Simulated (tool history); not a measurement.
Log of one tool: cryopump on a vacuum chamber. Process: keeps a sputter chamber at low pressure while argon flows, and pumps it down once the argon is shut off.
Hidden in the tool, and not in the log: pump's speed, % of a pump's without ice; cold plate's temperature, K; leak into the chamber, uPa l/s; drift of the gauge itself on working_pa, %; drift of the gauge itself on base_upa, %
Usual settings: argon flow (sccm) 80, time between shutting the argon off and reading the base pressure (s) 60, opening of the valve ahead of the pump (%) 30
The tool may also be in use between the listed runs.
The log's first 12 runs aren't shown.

| run | day | argon flow (sccm) | time between shutting the argon off and reading the base pressure (s) | opening of the valve ahead of the pump (%) | hours of work since the pump was warmed up and emptied | hours of work since the cold head was overhauled | hours of work since the chamber's fittings were tightened | pressure while argon flows (Pa) | pressure after the wait (uPa) |
|---|---|---|---|---|---|---|---|---|---|
| 13 | 34.004 | 127 | 60 | 30 | 475 | 2534 | 634 | 0.3595 | 0.72 |
| 14 | 37.275 | 80 | 60 | 30 | 541 | 2600 | 700 | 0.2278 | 0.77 |
| 15 | 39.208 | 80 | 60 | 30 | 580 | 2639 | 739 | 0.2279 | 0.78 |
| 16 | 41.921 | 113 | 60 | 30 | 635 | 2694 | 794 | 0.3237 | 0.76 |
| 17 | 44.254 | 80 | 116 | 24 | 682 | 2741 | 841 | 0.2854 | 0.54 |
| 18 | 46.588 | 80 | 116 | 24 | 730 | 2788 | 889 | 0.2853 | 0.56 |
| 19 | 48.517 | 80 | 59 | 24 | 769 | 2827 | 928 | 0.2877 | 0.79 |
| 20 | 50.546 | 154 | 23 | 30 | 810 | 2868 | 969 | 0.4497 | 1.51 |
| 21 | 52.567 | 154 | 23 | 30 | 850 | 2909 | 1009 | 0.4555 | 1.59 |
| 22 | 56.738 | 154 | 23 | 30 | 935 | 2993 | 1094 | 0.4596 | 1.58 |
| 23 | 59.150 | 154 | 23 | 30 | 983 | 3042 | 1142 | 0.4622 | 1.58 |
|  | 60.058 | pump warmed up, emptied and cooled again |
| 24 | 63.258 | 70 | 23 | 49 | 65 | 3121 | 1221 | 0.1182 | 1.48 |
| 25 | 64.988 | 122 | 23 | 43 | 100 | 3156 | 1256 | 0.2349 | 1.44 |
| 26 | 68.075 | 96 | 60 | 30 | 162 | 3218 | 1319 | 0.2637 | 0.76 |
| 27 | 72.033 | 58 | 60 | 30 | 242 | 3298 | 1399 | 0.1622 | 0.78 |

Forecast run 28:
| 28 | 75.942 | 58 | 60 | 30 | 321 | 3377 | 1478 | ? | ? |

Run 28 gave pressure while argon flows (Pa) 0.1617, pressure after the wait (uPa) 0.78.
Without the tool's hidden state the same run would have given pressure while argon flows (Pa) 0.1561, pressure after the wait (uPa) 0.55.
